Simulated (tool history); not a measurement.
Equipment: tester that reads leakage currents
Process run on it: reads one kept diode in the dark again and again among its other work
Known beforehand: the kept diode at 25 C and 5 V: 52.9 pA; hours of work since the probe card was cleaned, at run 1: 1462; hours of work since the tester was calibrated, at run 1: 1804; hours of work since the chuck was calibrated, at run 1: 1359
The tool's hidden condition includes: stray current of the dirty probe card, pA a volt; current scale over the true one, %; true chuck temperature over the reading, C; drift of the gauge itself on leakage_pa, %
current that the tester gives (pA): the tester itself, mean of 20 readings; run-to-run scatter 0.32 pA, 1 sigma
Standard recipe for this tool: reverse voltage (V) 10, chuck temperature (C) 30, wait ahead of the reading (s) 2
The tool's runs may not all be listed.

run    hour  reverse voltage (V)  chuck temperature (C)  wait ahead of the reading (s)  hours of work since the probe card was cleaned  hours of work since the tester was calibrated  hours of work since the chuck was calibrated  current that the tester gives (pA)
  1       0                   10                     30                              2                                            1462                                           1804                                          1359                               98.63
  2      79                   10                     30                           0.41                                            1502                                           1844                                          1399                              102.04
  3   146.6                 14.9                     30                           0.41                                            1536                                           1878                                          1433                              118.46
  4   205.1                 14.9                     30                           0.41                                            1566                                           1907                                          1462                               118.2
  5     314                 14.4                     30                              2                                            1620                                           1962                                          1517                              111.67
  6   371.5                 14.4                     30                              2                                            1649                                           1991                                          1546                              110.33
  7   461.1                  8.8                     30                              2                                            1695                                           2036                                          1591                               92.99
  8   545.8                  8.8                     30                              2                                            1737                                           2079                                          1634                               92.49
  9   600.2                  8.8                     30                              2                                            1765                                           2106                                          1661                               92.33
 10   670.1                  8.8                     30                              2                                            1800                                           2141                                          1697                               93.07
 11   776.9                  8.8                     30                              2                                            1853                                           2195                                          1750                               91.73
 12   852.5                  8.8                     30                              2                                            1892                                           2233                                          1788                               91.69
      907.9  -- chuck's temperature calibrated
 13   918.5                   10                     38                              2                                            1924                                           2265                                             5                              213.28
 14   995.9                   10                     38                              2                                            1963                                           2304                                            44                              212.95
 15  1086.5                 17.4                     30                           1.65                                            2008                                           2350                                            90                              130.64
 16  1159.6                 17.4                     22                           0.63                                            2045                                           2387                                           127                               68.41
 17  1244.5                  2.6                     43                           8.38                                            2088                                           2429                                           169                              202.89
 18  1347.1                  2.6                     52                           4.32                                            2139                                           2481                                           221                              416.59

Branching from run 18: 3 alternative next runs. What would each branch give?
  A  1457.7                  1.2                     49                              2                                            2195                                           2537                                           277                                   ?
  B  1457.7                  2.6                     29                           4.32                                            2195                                           2537                                           277                                   ?
  C  1457.7                  2.8                     42                           7.92                                            2195                                           2537                                           277                                   ?

run  current that the tester gives (pA)
  A                              252.96
  B                               60.83
  C                              190.35
Take away the tool's hidden state, keep each run's random variation, and the runs would have read:
run  current that the tester gives (pA)
  A                              257.39
  B                               61.49
  C                              193.38
